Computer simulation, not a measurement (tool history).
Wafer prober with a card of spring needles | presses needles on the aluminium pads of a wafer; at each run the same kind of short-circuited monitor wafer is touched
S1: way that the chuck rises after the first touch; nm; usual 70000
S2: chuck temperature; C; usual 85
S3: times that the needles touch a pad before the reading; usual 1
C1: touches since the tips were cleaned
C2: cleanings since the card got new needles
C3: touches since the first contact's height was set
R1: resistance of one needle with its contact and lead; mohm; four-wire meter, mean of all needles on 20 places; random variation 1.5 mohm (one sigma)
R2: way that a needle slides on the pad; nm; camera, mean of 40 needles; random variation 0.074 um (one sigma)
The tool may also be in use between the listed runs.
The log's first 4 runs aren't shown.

run     day     S1   S2  S3    C1  C2      C3   R1     R2
      1.662  -- tips cleaned on abrasive film
  5   1.812  70000   85   1  1207  34  157379  164  13360
      2.175  -- tips cleaned on abrasive film
  6   2.179  70000   85   1    53  35  160337  143  13400
  7   2.571  70000   85   1  3206  35  163490  185  13410
      2.692  -- tips cleaned on abrasive film
  8   2.829  70000   85   1  1104  36  165534  164  13440
      3.188  -- tips cleaned on abrasive film, once more
  9   3.296  70000   88   1   906  37  169306  164  13350
      3.704  -- tips cleaned on abrasive film
 10   3.729  67000   88   1   227  38  172775  148  12580
 11   4.104  70000   85   1  3261  38  175809  188  13400
      4.221  -- tips cleaned on abrasive film
 12   4.462  70000   85   1  1968  39  178664  176  13210
      4.738  -- tips cleaned on abrasive film
 13   4.946  70000   61   1  1685  40  182535  168  13190
      5.262  -- tips cleaned on abrasive film
 14   5.262  77000   61   1    12  41  185082  142  14550
 15   5.588  70000   85   1  2652  41  187722  177  13200
      5.796  -- tips cleaned on abrasive film
 16   6.096  70000   85   1  2416  42  191777  179  13250
      6.308  -- tips cleaned on abrasive film
 17   6.612  70000   85   1  2447  43  195930  182  13340
      6.825  -- tips cleaned on abrasive film
 18   7.096  70000   85   1  2192  44  199826  181  13280
      7.354  -- tips cleaned on abrasive film
 19   7.354  70000   85   1    16  45  201886  147  13220
 20   7.571  75000  108   2  1754  45  203624  162  14310
      7.904  -- tips cleaned on abrasive film
 21   7.962  66000   94   1   481  46  206760  155  12350
      8.075  -- height of the first contact set anew
 22   8.304  50000   85   1  3134  46    1848  220   9990
      8.454  -- tips cleaned on abrasive film
 23   8.688  53000  105   1  1885  47    4931  194  10560
      8.996  -- tips cleaned on abrasive film
 24   9.121  59000   67   3  1028  48    8416  150  11750
      9.512  -- tips cleaned on abrasive film
 25   9.546  59000   67   3   264  49   11803  144  11670
 26   9.929  72000   76   2  3366  49   14905  165  14550
     10.033  -- tips cleaned on abrasive film
 27  10.333  73000   31   2  2431  50   18144  152  14750
     10.562  -- tips cleaned on abrasive film
 28  10.829  56000   68   2  2155  51   22144  173  11190
     11.075  -- tips cleaned on abrasive film
 29  11.129  77000  120   1   454  52   24540  153  15360

Forecast run 30:
 30  11.379  77000  120   1  2461  52  26547   ?   ?

R1: 173 mohm
R2: 15420 nm
Without the tool's hidden state the same run would have given R1 144 mohm, R2 15510 nm.

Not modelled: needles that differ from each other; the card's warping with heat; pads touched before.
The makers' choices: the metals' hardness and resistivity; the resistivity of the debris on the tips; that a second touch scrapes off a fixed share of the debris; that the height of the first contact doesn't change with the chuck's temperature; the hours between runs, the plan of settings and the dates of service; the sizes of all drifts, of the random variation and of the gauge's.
